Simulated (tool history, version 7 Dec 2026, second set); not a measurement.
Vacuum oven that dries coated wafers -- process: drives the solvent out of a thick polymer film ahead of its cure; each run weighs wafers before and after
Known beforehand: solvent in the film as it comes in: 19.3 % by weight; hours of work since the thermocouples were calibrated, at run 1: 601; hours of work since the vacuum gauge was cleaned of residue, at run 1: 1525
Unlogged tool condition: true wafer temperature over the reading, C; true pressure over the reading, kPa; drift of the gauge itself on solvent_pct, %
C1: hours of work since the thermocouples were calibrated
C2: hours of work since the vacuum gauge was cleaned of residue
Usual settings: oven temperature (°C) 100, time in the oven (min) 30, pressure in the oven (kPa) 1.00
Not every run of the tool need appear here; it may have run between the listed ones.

{"run": 1, "hour": 0.0, "oven temperature (°C)": 100, "time in the oven (min)": 30, "pressure in the oven (kPa)": 1.0, "C1": 601, "C2": 1525, "solvent left in the film (%)": 2.24}
{"run": 2, "hour": 49.0, "oven temperature (°C)": 100, "time in the oven (min)": 30, "pressure in the oven (kPa)": 1.0, "C1": 639, "C2": 1564, "solvent left in the film (%)": 2.2}
{"run": 3, "hour": 129.9, "oven temperature (°C)": 100, "time in the oven (min)": 30, "pressure in the oven (kPa)": 1.0, "C1": 702, "C2": 1627, "solvent left in the film (%)": 2.24}
{"run": 4, "hour": 217.4, "oven temperature (°C)": 100, "time in the oven (min)": 30, "pressure in the oven (kPa)": 1.0, "C1": 771, "C2": 1695, "solvent left in the film (%)": 2.27}
{"run": 5, "hour": 279.7, "oven temperature (°C)": 100, "time in the oven (min)": 30, "pressure in the oven (kPa)": 0.52, "C1": 819, "C2": 1744, "solvent left in the film (%)": 2.09}
{"run": 6, "hour": 320.5, "oven temperature (°C)": 100, "time in the oven (min)": 30, "pressure in the oven (kPa)": 0.52, "C1": 851, "C2": 1775, "solvent left in the film (%)": 2.07}
{"run": 7, "hour": 372.2, "oven temperature (°C)": 99, "time in the oven (min)": 18, "pressure in the oven (kPa)": 1.0, "C1": 892, "C2": 1816, "solvent left in the film (%)": 4.86}
{"run": 8, "hour": 443.4, "oven temperature (°C)": 92, "time in the oven (min)": 46, "pressure in the oven (kPa)": 1.0, "C1": 947, "C2": 1871, "solvent left in the film (%)": 2.42}
{"run": 9, "hour": 534.3, "oven temperature (°C)": 92, "time in the oven (min)": 46, "pressure in the oven (kPa)": 1.0, "C1": 1018, "C2": 1942, "solvent left in the film (%)": 2.44}
{"run": 10, "hour": 607.1, "oven temperature (°C)": 113, "time in the oven (min)": 30, "pressure in the oven (kPa)": 1.0, "C1": 1075, "C2": 1999, "solvent left in the film (%)": 0.71}

5 options for the next run, each taken on its own from the tool as it stands now. Forecast them:
{"hour": 662.9, "done": "oven's thermocouples calibrated"}
{"run": "A", "hour": 679.7, "oven temperature (°C)": 101, "time in the oven (min)": 30, "pressure in the oven (kPa)": 1.0, "C1": 13, "C2": 2054, "solvent left in the film (%)": "?"}
{"hour": 662.9, "done": "oven's thermocouples calibrated"}
{"run": "B", "hour": 679.7, "oven temperature (°C)": 102, "time in the oven (min)": 30, "pressure in the oven (kPa)": 3.87, "C1": 13, "C2": 2054, "solvent left in the film (%)": "?"}
{"hour": 662.9, "done": "oven's thermocouples calibrated"}
{"run": "C", "hour": 679.7, "oven temperature (°C)": 100, "time in the oven (min)": 39, "pressure in the oven (kPa)": 2.11, "C1": 13, "C2": 2054, "solvent left in the film (%)": "?"}
{"hour": 662.9, "done": "oven's thermocouples calibrated"}
{"run": "D", "hour": 679.7, "oven temperature (°C)": 111, "time in the oven (min)": 30, "pressure in the oven (kPa)": 0.87, "C1": 13, "C2": 2054, "solvent left in the film (%)": "?"}
{"hour": 662.9, "done": "oven's thermocouples calibrated"}
{"run": "E", "hour": 679.7, "oven temperature (°C)": 113, "time in the oven (min)": 30, "pressure in the oven (kPa)": 1.0, "C1": 13, "C2": 2054, "solvent left in the film (%)": "?"}

run=A solvent_left_in_the_film_(%)=1.98
run=B solvent_left_in_the_film_(%)=2.89
run=C solvent_left_in_the_film_(%)=1.87
run=D solvent_left_in_the_film_(%)=0.72
run=E solvent_left_in_the_film_(%)=0.67
What these runs would have given with no unlogged condition in the tool:
run=A solvent_left_in_the_film_(%)=1.75
run=B solvent_left_in_the_film_(%)=2.67
run=C solvent_left_in_the_film_(%)=1.62
run=D solvent_left_in_the_film_(%)=0.55
run=E solvent_left_in_the_film_(%)=0.51
